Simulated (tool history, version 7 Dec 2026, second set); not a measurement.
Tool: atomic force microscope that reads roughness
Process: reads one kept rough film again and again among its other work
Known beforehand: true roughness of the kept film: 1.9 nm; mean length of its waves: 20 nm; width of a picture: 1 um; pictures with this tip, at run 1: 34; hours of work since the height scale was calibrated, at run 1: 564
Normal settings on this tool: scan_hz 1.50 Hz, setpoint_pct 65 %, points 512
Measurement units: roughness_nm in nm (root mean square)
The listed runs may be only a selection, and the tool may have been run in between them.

run	hour	scan_hz	setpoint_pct	points	pictures with this tip	hours of work since the height scale was calibrated	roughness_nm
1	0.0	1.50	65	512	34	564	1.445
2	53.1	1.50	65	512	113	589	1.271
3	93.9	1.50	65	512	174	609	1.137
# hour 112.8: new tip fitted
4	119.6	1.50	65	512	11	621	1.508
5	151.7	1.50	65	512	58	636	1.372
6	188.7	1.50	65	512	113	653	1.254
7	232.7	1.50	65	512	179	674	1.126
# hour 245.3: new tip fitted
8	278.9	1.50	65	512	50	696	1.407
9	305.6	1.50	65	512	90	709	1.295
10	356.3	1.50	65	512	165	733	1.167
# hour 377.7: new tip fitted
11	380.9	1.50	65	512	4	744	1.535
12	423.6	1.50	65	512	68	764	1.357
13	477.5	0.68	77	352	148	790	1.163

Forecast run 14:
# hour 514.7: new tip fitted
14	520.4	0.68	77	352	8	810	?

{"run 14": {"roughness_nm": 1.503}}
With no hidden state in the tool, this same run would have given roughness_nm 1.518 nm (root mean square).
